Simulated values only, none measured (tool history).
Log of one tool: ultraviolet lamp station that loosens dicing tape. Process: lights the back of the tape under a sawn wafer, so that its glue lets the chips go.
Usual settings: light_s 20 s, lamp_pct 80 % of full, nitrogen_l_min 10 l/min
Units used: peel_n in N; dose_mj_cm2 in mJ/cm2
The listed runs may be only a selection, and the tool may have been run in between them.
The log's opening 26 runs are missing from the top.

run    hour  light_s  lamp_pct  nitrogen_l_min  hours of work of the lamp  hours of work since the window was cleaned  peel_n  dose_mj_cm2
 27   867.4       34        80              10                       1135                                         146    0.31          636
 28   900.1       20        80              13                       1156                                         168   0.598          372
 29   945.1       20        80               4                       1186                                         198    1.31          364
      953.5  -- window cleaned of glue's vapour
 30   965.4       36        64               6                       1199                                           8   0.494          556
 31   988.7       36        64               6                       1214                                          23   0.526          556
 32  1028.7       20        60              10                       1241                                          50   1.074          282
 33  1050.7       20        60              10                       1255                                          64   1.062          286
 34  1097.1       32        80               3                       1286                                          95    0.75          593
 35  1124.4       32        80               3                       1304                                         113   0.743          589
 36  1152.8       32        80               3                       1322                                         131   0.755          576
 37  1185.8       32        80              18                       1344                                         153   0.282          573
 38  1208.8       32        80              18                       1359                                         168   0.289          559
 39  1251.3       32        80              18                       1387                                         196   0.295          550
     1258.7  -- window cleaned of glue's vapour
 40  1297.8       32        80               9                       1417                                          26   0.388          591
 41  1319.5       23        88              12                       1432                                          40   0.463          457
 42  1339.4       19        86              10                       1445                                          53   0.736          364

Branching from run 42: 4 alternative next runs. What would each branch give?
  A  1386.7       26        82               9                       1476                                          84       ?            ?
  B  1386.7       19        84              10                       1476                                          84       ?            ?
  C  1386.7       15        94               7                       1476                                          84       ?            ?
  D  1386.7       19        75              18                       1476                                          84       ?            ?

run  peel_n  dose_mj_cm2
  A   0.505          468
  B     0.8          351
  C   1.166          307
  D   0.674          321
With the hidden condition removed and each run's random variation left untouched, the same runs would have given:
run  peel_n  dose_mj_cm2
  A   0.287          696
  B   0.422          522
  C   0.637          456
  D   0.362          473
